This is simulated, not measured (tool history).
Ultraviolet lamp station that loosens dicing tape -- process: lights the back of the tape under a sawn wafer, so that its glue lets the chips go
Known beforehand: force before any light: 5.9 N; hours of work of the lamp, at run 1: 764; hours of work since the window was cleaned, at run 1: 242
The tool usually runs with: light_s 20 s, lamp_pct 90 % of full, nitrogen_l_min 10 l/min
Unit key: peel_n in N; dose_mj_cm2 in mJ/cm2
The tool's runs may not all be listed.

run   hour  light_s  lamp_pct  nitrogen_l_min  hours of work of the lamp  hours of work since the window was cleaned  peel_n  dose_mj_cm2
  1    0.0       20        90              10                        764                                         242   0.764          516
  2   24.6       32        90              10                        782                                         261   0.363          826
  3   52.3       20        90              10                        803                                         282   0.792          510
  4   66.3       16        90              10                        814                                         292   1.128          399
  5   86.3       20        90              10                        829                                         307   0.744          507
  6  110.2       20        90              14                        847                                         325   0.627          503
  7  138.6       20        90              14                        869                                         347   0.642          495
  8  154.6       20        90              14                        881                                         359   0.643          494
  9  183.2       14        90              10                        902                                         381   1.409          344
 10  204.2       14        82              10                        918                                         397   1.637          312
 11  230.1       20        90              10                        938                                         416   0.825          483
 12  246.0       20        90              10                        950                                         428   0.820          478
 13  269.7       20        90              10                        968                                         446   0.866          479
 14  283.4       26        67               9                        978                                         456   0.940          464
 15  311.7       26        67               9                       1000                                         478   0.988          459
 16  332.9       14        65               8                       1016                                         494   2.288          239
 17  358.8       14        65               8                       1035                                         513   2.345          239
 18  378.0       13        64               7                       1050                                         528   2.763          217
     401.9  -- window cleaned of glue's vapour
 19  407.1       13        64               7                       1071                                           4   2.364          243
 20  422.1       35        74               4                       1083                                          15   0.779          754
 21  436.0       30        88               5                       1093                                          26   0.629          765
 22  456.9       20        74              10                       1109                                          42   1.015          422
 23  475.5       12        64              10                       1123                                          56   2.205          222
 24  491.7       12        64              10                       1135                                          68   2.294          217
 25  519.2       18        85               8                       1156                                          89   1.143          432

Each row is a separate what-if for the run after 25, all from the same tool condition, not one after another. Results?
  A  532.7       19        66              13                       1166                                          99       ?            ?
  B  532.7       15        85               8                       1166                                          99       ?            ?
  C  532.7       11        83              10                       1166                                          99       ?            ?

run  peel_n  dose_mj_cm2
  A   1.159          356
  B   1.443          360
  C   1.955          262
What these runs would have given with no unlogged condition in the tool:
run  peel_n  dose_mj_cm2
  A   0.868          430
  B   1.116          434
  C   1.580          315
